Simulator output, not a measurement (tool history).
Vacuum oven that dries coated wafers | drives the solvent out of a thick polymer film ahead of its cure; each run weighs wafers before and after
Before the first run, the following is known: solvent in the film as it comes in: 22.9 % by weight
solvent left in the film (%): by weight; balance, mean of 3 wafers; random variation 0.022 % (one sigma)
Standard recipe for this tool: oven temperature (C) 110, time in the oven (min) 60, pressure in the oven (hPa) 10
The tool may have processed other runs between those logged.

run 1 hour=0 | oven_temperature_(C)=110 time_in_the_oven_(min)=60 pressure_in_the_oven_(hPa)=10 | solvent_left_in_the_film_(%)=1.21
run 2 hour=17.7 | oven_temperature_(C)=110 time_in_the_oven_(min)=60 pressure_in_the_oven_(hPa)=10 | solvent_left_in_the_film_(%)=1.2
run 3 hour=36.9 | oven_temperature_(C)=110 time_in_the_oven_(min)=60 pressure_in_the_oven_(hPa)=10 | solvent_left_in_the_film_(%)=1.21
run 4 hour=64 | oven_temperature_(C)=110 time_in_the_oven_(min)=60 pressure_in_the_oven_(hPa)=10 | solvent_left_in_the_film_(%)=1.2
run 5 hour=78.2 | oven_temperature_(C)=110 time_in_the_oven_(min)=60 pressure_in_the_oven_(hPa)=10 | solvent_left_in_the_film_(%)=1.17
run 6 hour=95.9 | oven_temperature_(C)=110 time_in_the_oven_(min)=60 pressure_in_the_oven_(hPa)=10 | solvent_left_in_the_film_(%)=1.2
run 7 hour=109.2 | oven_temperature_(C)=125 time_in_the_oven_(min)=60 pressure_in_the_oven_(hPa)=10 | solvent_left_in_the_film_(%)=0.31
run 8 hour=132.3 | oven_temperature_(C)=125 time_in_the_oven_(min)=60 pressure_in_the_oven_(hPa)=10 | solvent_left_in_the_film_(%)=0.36
run 9 hour=159.4 | oven_temperature_(C)=125 time_in_the_oven_(min)=60 pressure_in_the_oven_(hPa)=10 | solvent_left_in_the_film_(%)=0.36
run 10 hour=178.8 | oven_temperature_(C)=119 time_in_the_oven_(min)=60 pressure_in_the_oven_(hPa)=10 | solvent_left_in_the_film_(%)=0.56
run 11 hour=194.9 | oven_temperature_(C)=119 time_in_the_oven_(min)=60 pressure_in_the_oven_(hPa)=10 | solvent_left_in_the_film_(%)=0.56
run 12 hour=218.9 | oven_temperature_(C)=119 time_in_the_oven_(min)=60 pressure_in_the_oven_(hPa)=10 | solvent_left_in_the_film_(%)=0.59
run 13 hour=246 | oven_temperature_(C)=119 time_in_the_oven_(min)=60 pressure_in_the_oven_(hPa)=10 | solvent_left_in_the_film_(%)=0.56
run 14 hour=265 | oven_temperature_(C)=119 time_in_the_oven_(min)=60 pressure_in_the_oven_(hPa)=10 | solvent_left_in_the_film_(%)=0.54
run 15 hour=291.3 | oven_temperature_(C)=104 time_in_the_oven_(min)=32 pressure_in_the_oven_(hPa)=15.3 | solvent_left_in_the_film_(%)=5.49
run 16 hour=316.8 | oven_temperature_(C)=105 time_in_the_oven_(min)=81 pressure_in_the_oven_(hPa)=24.7 | solvent_left_in_the_film_(%)=1.78
run 17 hour=330.5 | oven_temperature_(C)=102 time_in_the_oven_(min)=31 pressure_in_the_oven_(hPa)=24.7 | solvent_left_in_the_film_(%)=6.71
run 18 hour=355.3 | oven_temperature_(C)=118 time_in_the_oven_(min)=60 pressure_in_the_oven_(hPa)=10 | solvent_left_in_the_film_(%)=0.6
run 19 hour=367 | oven_temperature_(C)=118 time_in_the_oven_(min)=52 pressure_in_the_oven_(hPa)=12.1 | solvent_left_in_the_film_(%)=0.95
run 20 hour=384.1 | oven_temperature_(C)=103 time_in_the_oven_(min)=52 pressure_in_the_oven_(hPa)=10.1 | solvent_left_in_the_film_(%)=2.87
run 21 hour=403.8 | oven_temperature_(C)=110 time_in_the_oven_(min)=43 pressure_in_the_oven_(hPa)=7.5 | solvent_left_in_the_film_(%)=2.35
run 22 hour=417 | oven_temperature_(C)=110 time_in_the_oven_(min)=43 pressure_in_the_oven_(hPa)=7.5 | solvent_left_in_the_film_(%)=2.31
run 23 hour=441 | oven_temperature_(C)=97 time_in_the_oven_(min)=43 pressure_in_the_oven_(hPa)=7.5 | solvent_left_in_the_film_(%)=5.37
run 24 hour=469 | oven_temperature_(C)=110 time_in_the_oven_(min)=35 pressure_in_the_oven_(hPa)=7.8 | solvent_left_in_the_film_(%)=3.34
run 25 hour=481.9 | oven_temperature_(C)=121 time_in_the_oven_(min)=45 pressure_in_the_oven_(hPa)=9.8 | solvent_left_in_the_film_(%)=0.89
run 26 hour=498.8 | oven_temperature_(C)=110 time_in_the_oven_(min)=32 pressure_in_the_oven_(hPa)=8.2 | solvent_left_in_the_film_(%)=3.88
run 27 hour=519 | oven_temperature_(C)=110 time_in_the_oven_(min)=32 pressure_in_the_oven_(hPa)=8.2 | solvent_left_in_the_film_(%)=3.88

Forecast each of these 4 alternatives for the next run:
-- hour=526.8 oven's thermocouples calibrated
run A hour=533.8 | oven_temperature_(C)=110 time_in_the_oven_(min)=75 pressure_in_the_oven_(hPa)=10 | solvent_left_in_the_film_(%)=?
-- hour=526.8 oven's thermocouples calibrated
run B hour=533.8 | oven_temperature_(C)=106 time_in_the_oven_(min)=51 pressure_in_the_oven_(hPa)=8.2 | solvent_left_in_the_film_(%)=?
-- hour=526.8 oven's thermocouples calibrated
run C hour=533.8 | oven_temperature_(C)=105 time_in_the_oven_(min)=83 pressure_in_the_oven_(hPa)=8.2 | solvent_left_in_the_film_(%)=?
-- hour=526.8 oven's thermocouples calibrated
run D hour=533.8 | oven_temperature_(C)=110 time_in_the_oven_(min)=60 pressure_in_the_oven_(hPa)=9.5 | solvent_left_in_the_film_(%)=?

run=A solvent_left_in_the_film_(%)=0.7
run=B solvent_left_in_the_film_(%)=1.96
run=C solvent_left_in_the_film_(%)=0.82
run=D solvent_left_in_the_film_(%)=1.01
Without the tool's hidden state the same runs would have given:
run=A solvent_left_in_the_film_(%)=0.65
run=B solvent_left_in_the_film_(%)=1.87
run=C solvent_left_in_the_film_(%)=0.75
run=D solvent_left_in_the_film_(%)=0.94
